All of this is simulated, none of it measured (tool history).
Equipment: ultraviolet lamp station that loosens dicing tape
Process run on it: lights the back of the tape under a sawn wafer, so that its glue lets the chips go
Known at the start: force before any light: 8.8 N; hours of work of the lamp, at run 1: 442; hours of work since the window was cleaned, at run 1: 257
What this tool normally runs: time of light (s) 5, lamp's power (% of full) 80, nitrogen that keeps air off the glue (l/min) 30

run,hour,time of light (s),lamp's power (% of full),nitrogen that keeps air off the glue (l/min),hours of work of the lamp,hours of work since the window was cleaned,force that peels the tape off (N),light that reached the tape (mJ/cm²)
1,0,5,80,30,442,257,0.92,288
2,56.2,5,80,30,466,281,0.964,292
3,91.2,5,80,30,481,295,0.936,293
4,153.1,5,80,30,507,322,0.948,288
5,187.6,5,80,30,522,336,0.938,290
6,232.8,6,80,30,541,356,0.677,348
7,306.5,4,80,30,572,387,1.36,235
8,346.7,4,80,30,589,404,1.441,229
# hour 367.6: window cleaned of glue's vapour
9,391.5,4,80,30,608,10,1.385,232
10,459.5,4,80,30,637,39,1.411,230
11,510.1,4,80,30,659,61,1.441,232
12,582.6,4,80,30,689,91,1.441,230
13,633.1,4,80,30,711,113,1.398,230
14,671.2,5,80,30,727,129,0.939,289
15,731.6,9,80,30,753,155,0.336,520
16,803.3,9,80,30,783,185,0.327,524
17,846,9,80,30,801,203,0.325,524
18,889.1,9,80,30,819,222,0.327,521
19,921.2,5,80,30,833,235,0.945,288
20,989.2,6,78,15,862,264,0.947,336
21,1053.3,10,96,15,889,291,0.28,689
22,1100.5,8,96,26,909,311,0.319,552
23,1178.5,8,96,29,942,344,0.306,558
24,1211.9,8,96,29,957,359,0.317,559
25,1254,8,96,29,974,377,0.308,556
26,1318.8,7,96,29,1002,404,0.371,488
# hour 1335.8: window cleaned of glue's vapour
27,1386.3,7,88,26,1030,21,0.441,445
28,1435.6,3,88,26,1051,42,1.958,192
29,1503.6,3,76,16,1080,71,2.72,163
# hour 1549.3: lamp changed
30,1569.3,4,71,11,8,99,2.362,204
31,1645.7,5,66,16,41,131,1.667,241
32,1720.4,4,80,10,73,163,2.019,228
33,1797.1,2,69,11,105,196,4.458,100
34,1861.4,6,69,10,133,223,1.408,301
35,1895,5,90,45,147,237,0.667,323
36,1931.9,5,90,22,163,253,0.857,326
37,2004.1,8,80,18,193,283,0.487,467
38,2060.4,4,80,19,217,307,1.656,231

Describe how what the log doesn't record of the tool's condition differs between the last listed run preceding each entry between runs and the first listed run following it.
Run 8 -> run 9: window cleaned of glue's vapour (hour 367.6)
  light that the window lets through, % of a clean one's: 99.9 -> 100
Run 26 -> run 27: window cleaned of glue's vapour (hour 1335.8)
  light that the window lets through, % of a clean one's: 99.9 -> 100
Run 29 -> run 30: lamp changed (hour 1549.3)
  lamp's light, % of a new lamp's: 99.7 -> 100

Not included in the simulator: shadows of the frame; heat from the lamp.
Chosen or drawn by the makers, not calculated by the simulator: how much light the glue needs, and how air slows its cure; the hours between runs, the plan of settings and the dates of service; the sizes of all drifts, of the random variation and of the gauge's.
